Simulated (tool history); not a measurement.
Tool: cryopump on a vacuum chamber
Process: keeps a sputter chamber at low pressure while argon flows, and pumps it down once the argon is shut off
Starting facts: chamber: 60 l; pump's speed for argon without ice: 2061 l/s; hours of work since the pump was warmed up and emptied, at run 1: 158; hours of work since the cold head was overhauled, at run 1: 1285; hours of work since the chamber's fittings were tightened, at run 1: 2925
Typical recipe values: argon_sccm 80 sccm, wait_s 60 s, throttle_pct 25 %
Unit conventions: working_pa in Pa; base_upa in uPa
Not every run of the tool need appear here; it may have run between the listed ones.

run,hour,argon_sccm,wait_s,throttle_pct,hours of work since the pump was warmed up and emptied,hours of work since the cold head was overhauled,hours of work since the chamber's fittings were tightened,working_pa,base_upa
1,0,80,60,25,158,1285,2925,0.2679,1.38
2,80.4,80,50,25,210,1337,2977,0.269,1.65
3,153.6,80,50,25,257,1384,3024,0.27,1.63
4,213.7,80,50,26,296,1423,3063,0.2612,1.61
5,253,39,60,25,321,1448,3089,0.1333,1.54
6,332.3,39,60,25,373,1500,3140,0.1338,1.49
7,407.3,39,60,23,421,1548,3189,0.1442,1.53
8,450.2,80,26,25,449,1576,3216,0.2767,2.66
9,522.4,80,30,25,496,1623,3263,0.2766,2.39
10,616,80,53,44,556,1683,3324,0.1658,1.68
11,701.4,66,41,18,612,1739,3379,0.3166,1.96
12,750.1,57,45,24,643,1770,3410,0.209,1.9
13,810.1,58,136,18,682,1809,3449,0.2796,1.13
14,902.4,143,63,20,742,1869,3509,0.625,1.61
15,941.7,40,63,20,767,1894,3534,0.1759,1.62

Forecast each of these 4 alternatives for the next run:
A,1011.2,68,85,36,812,1939,3579,?,?
B,1011.2,80,103,33,812,1939,3579,?,?
C,1011.2,40,161,17,812,1939,3579,?,?
D,1011.2,39,63,36,812,1939,3579,?,?

run,working_pa,base_upa
A,0.1775,1.45
B,0.2241,1.33
C,0.2058,1.1
D,0.1013,1.65
Without the tool's hidden state the same runs would have given:
run,working_pa,base_upa
A,0.1556,0.76
B,0.1984,0.64
C,0.193,0.43
D,0.0888,0.97
